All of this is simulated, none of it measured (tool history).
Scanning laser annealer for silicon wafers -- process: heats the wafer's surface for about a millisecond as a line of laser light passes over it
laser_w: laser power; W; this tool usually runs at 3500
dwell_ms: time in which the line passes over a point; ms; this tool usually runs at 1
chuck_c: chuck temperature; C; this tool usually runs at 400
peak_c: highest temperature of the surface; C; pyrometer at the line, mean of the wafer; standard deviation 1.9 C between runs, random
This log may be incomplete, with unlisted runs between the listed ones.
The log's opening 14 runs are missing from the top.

run,hour,laser_w,dwell_ms,chuck_c,peak_c
15,531.4,3500,1,390,1203
16,575,3500,1,404,1218
17,603.5,3500,1.12,400,1266
18,634.5,3500,1.12,400,1262
19,658.2,3500,1,400,1209
20,691.8,3500,1,400,1212
21,719.8,3389,1.08,426,1241
22,769.1,3470,0.84,420,1148
23,820.3,3500,1,367,1178
24,874.8,3553,1.07,400,1259
25,917.3,3326,1.02,398,1171
26,966.4,3740,0.76,420,1172
27,1005.3,3785,0.98,420,1300
# hour 1024.6: window over the wafer cleaned
28,1055.6,3785,0.98,420,1302
29,1080.7,3785,0.77,420,1191
30,1135.2,3019,1,434,1116
31,1177.8,3766,1.08,379,1309
32,1218.7,3500,0.9,387,1151
33,1254.3,3500,0.9,387,1153
34,1309.6,3500,0.9,387,1154
35,1362.3,2975,1.09,397,1099
36,1414.7,3718,1.19,400,1363
37,1469.1,3629,0.73,424,1136
38,1510.5,3629,0.73,424,1140

Below are 4 alternative next runs, each starting from the tool's condition after run 38. Predict each:
A,1554.5,3752,0.72,424,?
B,1554.5,3500,0.89,400,?
C,1554.5,3500,1.03,400,?
D,1554.5,3294,0.99,400,?

run,peak_c
A,1161
B,1163
C,1226
D,1151
With the hidden condition removed and each run's random variation left untouched, the same runs would have given:
run,peak_c
A,1162
B,1163
C,1227
D,1151
